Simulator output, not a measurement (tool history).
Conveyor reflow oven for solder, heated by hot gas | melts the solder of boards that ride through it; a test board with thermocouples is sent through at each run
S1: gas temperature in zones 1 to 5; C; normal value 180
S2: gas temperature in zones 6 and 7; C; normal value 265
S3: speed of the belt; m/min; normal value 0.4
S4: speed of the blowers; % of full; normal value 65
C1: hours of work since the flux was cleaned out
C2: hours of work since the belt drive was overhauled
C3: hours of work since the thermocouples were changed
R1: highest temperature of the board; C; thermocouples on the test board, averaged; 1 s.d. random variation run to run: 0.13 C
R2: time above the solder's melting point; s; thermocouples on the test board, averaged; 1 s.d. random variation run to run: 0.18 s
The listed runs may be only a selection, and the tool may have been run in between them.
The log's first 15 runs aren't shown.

{"run": 16, "day": 4.512, "S1": 180, "S2": 265, "S3": 0.461, "S4": 55, "C1": 83, "C2": 489, "C3": 147, "R1": 243.2, "R2": 51.4}
{"run": 17, "day": 4.75, "S1": 168, "S2": 254, "S3": 0.377, "S4": 66, "C1": 86, "C2": 492, "C3": 150, "R1": 241.9, "R2": 60.1}
{"run": 18, "day": 5.15, "S1": 180, "S2": 255, "S3": 0.329, "S4": 65, "C1": 91, "C2": 497, "C3": 156, "R1": 247, "R2": 83.7}
{"run": 19, "day": 5.488, "S1": 188, "S2": 255, "S3": 0.427, "S4": 65, "C1": 96, "C2": 502, "C3": 160, "R1": 242.7, "R2": 61.4}
{"run": 20, "day": 5.804, "S1": 191, "S2": 265, "S3": 0.463, "S4": 67, "C1": 100, "C2": 506, "C3": 164, "R1": 249.9, "R2": 63.5}
{"run": 21, "day": 6.1, "S1": 180, "S2": 256, "S3": 0.432, "S4": 71, "C1": 104, "C2": 510, "C3": 168, "R1": 242.9, "R2": 57.4}
{"run": 22, "day": 6.508, "S1": 191, "S2": 264, "S3": 0.4, "S4": 65, "C1": 109, "C2": 515, "C3": 173, "R1": 252.2, "R2": 76.9}
{"run": 23, "day": 6.721, "S1": 193, "S2": 264, "S3": 0.325, "S4": 55, "C1": 112, "C2": 518, "C3": 176, "R1": 255, "R2": 98.9}
{"run": 24, "day": 7.05, "S1": 193, "S2": 264, "S3": 0.325, "S4": 55, "C1": 116, "C2": 522, "C3": 180, "R1": 254.9, "R2": 99.2}
{"run": 25, "day": 7.429, "S1": 182, "S2": 263, "S3": 0.465, "S4": 54, "C1": 121, "C2": 527, "C3": 185, "R1": 241.3, "R2": 49.4}
{"run": 26, "day": 7.779, "S1": 182, "S2": 263, "S3": 0.376, "S4": 54, "C1": 126, "C2": 531, "C3": 190, "R1": 248.5, "R2": 72.3}
{"run": 27, "day": 7.988, "S1": 182, "S2": 263, "S3": 0.376, "S4": 54, "C1": 128, "C2": 534, "C3": 193, "R1": 248.2, "R2": 72.4}
{"run": 28, "day": 8.283, "S1": 176, "S2": 265, "S3": 0.436, "S4": 55, "C1": 132, "C2": 538, "C3": 196, "R1": 244.1, "R2": 53.9}
{"run": 29, "day": 8.588, "S1": 176, "S2": 265, "S3": 0.436, "S4": 55, "C1": 136, "C2": 542, "C3": 200, "R1": 244.5, "R2": 54.2}
{"run": 30, "day": 8.829, "S1": 176, "S2": 265, "S3": 0.436, "S4": 55, "C1": 139, "C2": 545, "C3": 204, "R1": 244.2, "R2": 53.8}

Alternative continuations, all from the tool just after run 30; predict every row:
{"run": "A", "day": 9.046, "S1": 176, "S2": 269, "S3": 0.372, "S4": 55, "C1": 142, "C2": 548, "C3": 206, "R1": "?", "R2": "?"}
{"run": "B", "day": 9.046, "S1": 176, "S2": 265, "S3": 0.436, "S4": 52, "C1": 142, "C2": 548, "C3": 206, "R1": "?", "R2": "?"}
{"run": "C", "day": 9.046, "S1": 176, "S2": 255, "S3": 0.436, "S4": 55, "C1": 142, "C2": 548, "C3": 206, "R1": "?", "R2": "?"}

run=A R1=253.1 R2=74.7
run=B R1=242.8 R2=52.2
run=C R1=236 R2=44.2
Had the tool no hidden state, the same runs would have come out as:
run=A R1=253.4 R2=74.3
run=B R1=243.2 R2=52.4
run=C R1=236.5 R2=44.6
